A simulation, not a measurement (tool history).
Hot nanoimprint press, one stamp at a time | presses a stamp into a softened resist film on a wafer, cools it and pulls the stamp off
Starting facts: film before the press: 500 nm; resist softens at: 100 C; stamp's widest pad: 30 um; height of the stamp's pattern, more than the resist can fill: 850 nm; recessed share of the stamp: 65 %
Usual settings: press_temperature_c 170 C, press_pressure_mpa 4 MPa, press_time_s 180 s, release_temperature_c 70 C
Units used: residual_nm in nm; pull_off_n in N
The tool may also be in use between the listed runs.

run	hour	press_temperature_c	press_pressure_mpa	press_time_s	release_temperature_c	residual_nm	pull_off_n
1	0	170	4	180	70	199.4	118
2	11.5	170	4	180	70	200.2	116
3	25.9	170	4	180	70	198.4	120
4	37.7	170	4	180	70	196.2	121
5	51.1	170	4	180	70	199.5	120
6	63.6	170	4	180	70	200.9	121
# hour 72: stamp cleaned and given a new release coat
7	82.2	170	4	180	70	203	102
8	93.4	170	4	180	70	200	97
9	107.2	170	4	180	70	200.5	99
10	113.8	170	4	180	70	200.4	101
11	128.2	170	4	180	70	201.5	100
12	137.7	170	4	180	70	198.4	106
13	147	170	4	180	70	201.2	102
14	156.2	170	4	180	70	200.8	105
15	165.2	170	4	180	70	201.3	106
16	178.2	168	3.57	200	66	224.3	109
17	184.2	158	5.71	130	63	320.6	117
18	197	171	2.6	168	77	246.1	103
19	206.4	171	2.6	168	77	245.1	99
20	216.4	161	4.2	347	67	238	114
# hour 220.1: plate thermocouple calibrated
21	234	161	4.2	347	67	240.7	115
22	240.7	177	4.21	172	70	147.9	114
23	248.2	177	4.21	172	70	149.1	112
24	259.4	159	4	214	70	316.5	112
25	269.1	170	4	201	71	200.7	109
26	279.7	170	5.5	100	65	215.8	122
27	288.5	170	5.5	100	65	216.5	121
# hour 292.9: plate thermocouple calibrated, once more
28	303.2	177	2.95	180	60	171.8	124
29	312	177	2.95	180	60	169.6	126

Consider 5 possible next runs. They are alternatives, not a sequence: every one starts from the tool as it was left by run 29. What does each give?
A	318.3	177	2.95	180	57	?	?
B	318.3	177	2.95	180	71	?	?
C	318.3	170	4.15	312	70	?	?
D	318.3	175	3.14	180	57	?	?
E	318.3	170	2.72	122	70	?	?

run	residual_nm	pull_off_n
A	172.3	134
B	173.6	118
C	157.3	120
D	180.6	126
E	270.5	120
Without the tool's hidden state the same runs would have given:
run	residual_nm	pull_off_n
A	171.7	111
B	173	97
C	156.2	99
D	179.8	104
E	270	99

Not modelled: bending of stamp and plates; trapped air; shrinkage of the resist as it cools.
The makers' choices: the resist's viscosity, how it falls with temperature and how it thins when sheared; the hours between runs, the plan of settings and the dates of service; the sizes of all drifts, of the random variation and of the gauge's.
